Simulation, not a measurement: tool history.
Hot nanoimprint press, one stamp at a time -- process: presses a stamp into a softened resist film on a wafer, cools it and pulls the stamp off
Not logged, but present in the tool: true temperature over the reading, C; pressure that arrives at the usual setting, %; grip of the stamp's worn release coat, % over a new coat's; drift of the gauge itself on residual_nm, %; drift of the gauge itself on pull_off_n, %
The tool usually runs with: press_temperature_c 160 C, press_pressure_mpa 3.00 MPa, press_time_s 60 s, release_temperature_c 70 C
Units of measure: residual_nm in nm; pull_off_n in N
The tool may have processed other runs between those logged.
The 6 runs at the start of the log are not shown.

run	hour	press_temperature_c	press_pressure_mpa	press_time_s	release_temperature_c	hours of work since the thermocouple was calibrated	imprints on the stamp's release coat	hours of work since the press's seals were changed	residual_nm	pull_off_n
7	378.6	160	3.00	81	70	221	875	476	83.2	234
8	419.4	160	3.00	116	70	238	941	493	70.7	222
9	504.7	160	3.00	60	70	272	1078	528	93.9	227
# hour 537.7: stamp cleaned and given a new release coat
10	552.5	160	3.00	60	70	289	24	545	93.3	227
11	605.5	160	3.00	60	70	311	109	566	93.1	224
12	644.4	160	3.00	60	68	327	172	582	93.5	237
13	691.6	160	3.00	60	68	346	249	601	92.1	245
14	748.3	160	3.00	60	68	369	340	624	93.0	243
15	792.4	160	3.00	53	70	387	411	642	97.9	228
16	834.5	160	3.00	87	61	404	479	660	80.0	292
# hour 898.9: plate thermocouple calibrated
17	922.3	160	3.00	70	61	10	616	694	88.8	283
18	978.0	160	3.00	70	61	32	706	717	88.1	292
19	1029.3	160	3.00	70	61	53	789	738	89.1	286
20	1074.1	160	3.00	70	68	71	862	756	88.4	241
# hour 1089.9: press's hydraulic seals changed and the load cell set to zero
21	1124.0	172	2.28	60	70	89	929	14	55.5	222
22	1174.7	172	2.28	60	70	109	1011	35	54.5	227
# hour 1248.3: stamp cleaned and given a new release coat
23	1254.8	160	3.00	60	70	139	11	65	93.5	218
24	1298.9	160	4.20	34	70	157	82	83	101.2	228
25	1377.2	160	4.20	34	70	189	208	115	100.4	225
26	1431.2	160	4.20	34	70	211	296	137	100.4	223
27	1501.9	160	4.20	34	70	240	410	166	99.3	226
28	1552.9	162	3.00	42	70	261	492	186	95.3	231
29	1609.1	162	3.00	42	70	284	583	209	96.8	218
30	1687.2	165	3.00	42	70	316	709	241	81.4	232

Consider 4 possible next runs. They are alternatives, not a sequence: every one starts from the tool as it was left by run 30. What does each give?
A	1751.3	165	2.47	42	57	342	813	267	?	?
B	1751.3	161	3.00	42	57	342	813	267	?	?
C	1751.3	160	4.29	60	75	342	813	267	?	?
D	1751.3	165	3.00	89	67	342	813	267	?	?

run	residual_nm	pull_off_n
A	88.8	317
B	101.7	302
C	79.0	191
D	58.6	253
What these runs would have given with no unlogged condition in the tool:
run	residual_nm	pull_off_n
A	89.1	314
B	102.2	299
C	79.4	189
D	58.8	251
